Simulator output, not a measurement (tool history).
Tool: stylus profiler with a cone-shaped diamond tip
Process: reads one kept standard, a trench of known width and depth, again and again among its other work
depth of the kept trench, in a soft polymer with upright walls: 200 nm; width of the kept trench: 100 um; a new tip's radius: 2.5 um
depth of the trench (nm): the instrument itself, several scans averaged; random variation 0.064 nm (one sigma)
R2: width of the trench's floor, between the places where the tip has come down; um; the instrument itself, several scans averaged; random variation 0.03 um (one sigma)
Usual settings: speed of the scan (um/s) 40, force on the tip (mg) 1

run 1 hour=0 | speed_of_the_scan_(um/s)=40 force_on_the_tip_(mg)=1 | depth_of_the_trench_(nm)=200.67 R2=97.81
run 2 hour=32.5 | speed_of_the_scan_(um/s)=40 force_on_the_tip_(mg)=1 | depth_of_the_trench_(nm)=200.61 R2=97.78
run 3 hour=56.4 | speed_of_the_scan_(um/s)=40 force_on_the_tip_(mg)=1 | depth_of_the_trench_(nm)=200.65 R2=97.77
run 4 hour=103.7 | speed_of_the_scan_(um/s)=112 force_on_the_tip_(mg)=1 | depth_of_the_trench_(nm)=200.56 R2=97.33
run 5 hour=137.6 | speed_of_the_scan_(um/s)=112 force_on_the_tip_(mg)=1 | depth_of_the_trench_(nm)=200.48 R2=97.36
run 6 hour=189.9 | speed_of_the_scan_(um/s)=112 force_on_the_tip_(mg)=1 | depth_of_the_trench_(nm)=200.62 R2=97.3
run 7 hour=212.6 | speed_of_the_scan_(um/s)=40 force_on_the_tip_(mg)=1 | depth_of_the_trench_(nm)=200.68 R2=97.79
run 8 hour=246.9 | speed_of_the_scan_(um/s)=40 force_on_the_tip_(mg)=1 | depth_of_the_trench_(nm)=200.58 R2=97.77
run 9 hour=276.8 | speed_of_the_scan_(um/s)=21 force_on_the_tip_(mg)=1 | depth_of_the_trench_(nm)=200.5 R2=97.92
run 10 hour=322.7 | speed_of_the_scan_(um/s)=21 force_on_the_tip_(mg)=1 | depth_of_the_trench_(nm)=200.69 R2=97.91
run 11 hour=370.5 | speed_of_the_scan_(um/s)=21 force_on_the_tip_(mg)=1 | depth_of_the_trench_(nm)=200.67 R2=97.97
run 12 hour=397.5 | speed_of_the_scan_(um/s)=21 force_on_the_tip_(mg)=1 | depth_of_the_trench_(nm)=200.61 R2=97.88
run 13 hour=445.4 | speed_of_the_scan_(um/s)=21 force_on_the_tip_(mg)=1 | depth_of_the_trench_(nm)=200.56 R2=97.94
run 14 hour=492.3 | speed_of_the_scan_(um/s)=21 force_on_the_tip_(mg)=1 | depth_of_the_trench_(nm)=200.58 R2=97.93
run 15 hour=519.1 | speed_of_the_scan_(um/s)=11 force_on_the_tip_(mg)=2.49 | depth_of_the_trench_(nm)=201.15 R2=97.98
run 16 hour=556.9 | speed_of_the_scan_(um/s)=45 force_on_the_tip_(mg)=2.12 | depth_of_the_trench_(nm)=200.98 R2=97.83
run 17 hour=584.8 | speed_of_the_scan_(um/s)=45 force_on_the_tip_(mg)=2.12 | depth_of_the_trench_(nm)=200.89 R2=97.81
run 18 hour=625.4 | speed_of_the_scan_(um/s)=45 force_on_the_tip_(mg)=2.12 | depth_of_the_trench_(nm)=201 R2=97.84
run 19 hour=678.3 | speed_of_the_scan_(um/s)=45 force_on_the_tip_(mg)=2.12 | depth_of_the_trench_(nm)=200.99 R2=97.84
run 20 hour=711.3 | speed_of_the_scan_(um/s)=45 force_on_the_tip_(mg)=2.12 | depth_of_the_trench_(nm)=201.11 R2=97.88
run 21 hour=732.9 | speed_of_the_scan_(um/s)=45 force_on_the_tip_(mg)=2.12 | depth_of_the_trench_(nm)=200.94 R2=97.81
run 22 hour=758.1 | speed_of_the_scan_(um/s)=29 force_on_the_tip_(mg)=0.39 | depth_of_the_trench_(nm)=200.4 R2=97.79
run 23 hour=788 | speed_of_the_scan_(um/s)=29 force_on_the_tip_(mg)=0.39 | depth_of_the_trench_(nm)=200.21 R2=97.79
run 24 hour=824.9 | speed_of_the_scan_(um/s)=29 force_on_the_tip_(mg)=0.39 | depth_of_the_trench_(nm)=200.23 R2=97.72
run 25 hour=854.9 | speed_of_the_scan_(um/s)=28 force_on_the_tip_(mg)=0.41 | depth_of_the_trench_(nm)=200.27 R2=97.77
run 26 hour=898.9 | speed_of_the_scan_(um/s)=20 force_on_the_tip_(mg)=0.89 | depth_of_the_trench_(nm)=200.53 R2=97.91
run 27 hour=934.2 | speed_of_the_scan_(um/s)=17 force_on_the_tip_(mg)=0.34 | depth_of_the_trench_(nm)=200.18 R2=97.89
run 28 hour=959.6 | speed_of_the_scan_(um/s)=14 force_on_the_tip_(mg)=1 | depth_of_the_trench_(nm)=200.58 R2=97.94

4 ways to go on from here, each from the tool as it stands after run 28. What would each give?
run A hour=990.9 | speed_of_the_scan_(um/s)=30 force_on_the_tip_(mg)=1.05 | depth_of_the_trench_(nm)=? R2=?
run B hour=990.9 | speed_of_the_scan_(um/s)=14 force_on_the_tip_(mg)=1.11 | depth_of_the_trench_(nm)=? R2=?
run C hour=990.9 | speed_of_the_scan_(um/s)=14 force_on_the_tip_(mg)=0.5 | depth_of_the_trench_(nm)=? R2=?
run D hour=990.9 | speed_of_the_scan_(um/s)=21 force_on_the_tip_(mg)=1.6 | depth_of_the_trench_(nm)=? R2=?

run=A depth_of_the_trench_(nm)=200.65 R2=97.81
run=B depth_of_the_trench_(nm)=200.58 R2=97.94
run=C depth_of_the_trench_(nm)=200.5 R2=97.89
run=D depth_of_the_trench_(nm)=200.72 R2=97.88
Without the tool's hidden state the same runs would have given:
run=A depth_of_the_trench_(nm)=200.66 R2=97.83
run=B depth_of_the_trench_(nm)=200.59 R2=97.95
run=C depth_of_the_trench_(nm)=200.51 R2=97.91
run=D depth_of_the_trench_(nm)=200.73 R2=97.9
